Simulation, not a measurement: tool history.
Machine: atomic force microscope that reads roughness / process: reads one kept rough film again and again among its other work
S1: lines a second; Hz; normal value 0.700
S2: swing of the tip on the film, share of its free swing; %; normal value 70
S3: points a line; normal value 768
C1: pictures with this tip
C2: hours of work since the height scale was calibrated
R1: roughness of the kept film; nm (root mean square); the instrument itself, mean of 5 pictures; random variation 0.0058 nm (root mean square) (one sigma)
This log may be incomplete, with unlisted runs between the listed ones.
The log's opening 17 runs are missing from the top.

| run | day | S1 | S2 | S3 | C1 | C2 | R1 |
|---|---|---|---|---|---|---|---|
| 18 | 22.038 | 0.940 | 69 | 966 | 151 | 614 | 1.019 |
|  | 22.958 | new tip fitted |
| 19 | 22.958 | 0.940 | 69 | 966 | 0 | 631 | 1.038 |
| 20 | 24.296 | 1.937 | 84 | 400 | 59 | 656 | 0.932 |
| 21 | 26.029 | 1.937 | 84 | 400 | 136 | 688 | 0.930 |
| 22 | 26.854 | 1.130 | 70 | 768 | 173 | 703 | 1.028 |
|  | 27.183 | new tip fitted |
| 23 | 27.796 | 0.803 | 70 | 579 | 27 | 720 | 1.029 |
| 24 | 29.617 | 1.472 | 68 | 579 | 108 | 754 | 1.021 |
| 25 | 30.729 | 1.472 | 88 | 360 | 157 | 775 | 0.933 |
|  | 31.512 | new tip fitted |
| 26 | 32.279 | 1.472 | 88 | 430 | 34 | 803 | 0.945 |
| 27 | 33.775 | 0.700 | 78 | 360 | 100 | 831 | 1.004 |
| 28 | 35.642 | 0.700 | 63 | 749 | 183 | 865 | 1.038 |
|  | 35.775 | new tip fitted |
| 29 | 37.604 | 0.700 | 63 | 749 | 81 | 902 | 1.046 |
| 30 | 39.062 | 1.849 | 86 | 409 | 146 | 929 | 0.933 |
|  | 40.029 | new tip fitted |
| 31 | 40.138 | 2.836 | 79 | 809 | 4 | 948 | 0.934 |
| 32 | 41.262 | 2.836 | 78 | 809 | 54 | 969 | 0.937 |
| 33 | 42.517 | 1.462 | 63 | 262 | 110 | 992 | 0.983 |

Estimate the outcome of run 34 from the log above:
|  | 44.267 | new tip fitted |
| 34 | 44.296 | 0.700 | 89 | 266 | 2 | 1025 | ? |

{"run 34": {"R1": 0.975}}
On a tool with no hidden condition, and with the same random variation, this run would have come out at R1 0.975 nm (root mean square).

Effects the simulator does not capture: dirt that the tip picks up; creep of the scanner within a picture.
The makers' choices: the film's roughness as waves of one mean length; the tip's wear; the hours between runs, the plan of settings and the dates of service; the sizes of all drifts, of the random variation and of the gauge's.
